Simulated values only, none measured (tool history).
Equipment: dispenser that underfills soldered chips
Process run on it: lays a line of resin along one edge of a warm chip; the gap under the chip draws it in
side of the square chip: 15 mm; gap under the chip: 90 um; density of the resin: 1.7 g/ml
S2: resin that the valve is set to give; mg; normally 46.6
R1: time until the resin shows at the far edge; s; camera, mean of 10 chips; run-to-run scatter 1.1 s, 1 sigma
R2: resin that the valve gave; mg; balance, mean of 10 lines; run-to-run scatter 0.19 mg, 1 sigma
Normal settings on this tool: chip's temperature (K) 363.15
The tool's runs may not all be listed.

run 1 hour=0 | chip's_temperature_(K)=363.15 S2=46.6 | R1=129 R2=45.61
-- hour=3.2 new syringe of resin
run 2 hour=5.6 | chip's_temperature_(K)=363.15 S2=46.6 | R1=114.2 R2=45.22
run 3 hour=12.1 | chip's_temperature_(K)=363.15 S2=46.6 | R1=136.9 R2=45.44
-- hour=13.1 new syringe of resin
run 4 hour=16.9 | chip's_temperature_(K)=363.15 S2=50.3 | R1=115.1 R2=48.9
-- hour=22.6 new syringe of resin
run 5 hour=23 | chip's_temperature_(K)=363.15 S2=46.6 | R1=111.7 R2=45.01
run 6 hour=30.2 | chip's_temperature_(K)=363.15 S2=46.6 | R1=132.8 R2=44.95
-- hour=32.5 new syringe of resin
run 7 hour=36.4 | chip's_temperature_(K)=370.15 S2=52.1 | R1=88.1 R2=50.17
-- hour=42.5 new syringe of resin
run 8 hour=42.5 | chip's_temperature_(K)=365.15 S2=50.8 | R1=98.2 R2=48.87
run 9 hour=49.8 | chip's_temperature_(K)=363.15 S2=48.3 | R1=130.7 R2=46
-- hour=51.9 new syringe of resin
run 10 hour=55.3 | chip's_temperature_(K)=366.15 S2=45.8 | R1=107 R2=43.92
run 11 hour=58.6 | chip's_temperature_(K)=366.15 S2=45.8 | R1=120 R2=43.87
-- hour=61.7 new syringe of resin
run 12 hour=65.9 | chip's_temperature_(K)=350.15 S2=44.4 | R1=215.5 R2=42.04

Consider 3 possible next runs. They are alternatives, not a sequence: every one starts from the tool as it was left by run 12. What does each give?
run A hour=70.1 | chip's_temperature_(K)=363.15 S2=50.9 | R1=? R2=?
run B hour=70.1 | chip's_temperature_(K)=361.15 S2=46.6 | R1=? R2=?
run C hour=70.1 | chip's_temperature_(K)=356.15 S2=58.3 | R1=? R2=?

run=A R1=136.4 R2=47.83
run=B R1=147.7 R2=44.01
run=C R1=174.6 R2=55.27
Without the tool's unlogged condition, the same runs would have read:
run=A R1=107 R2=50.44
run=B R1=115.2 R2=46.41
run=C R1=137.4 R2=58.28
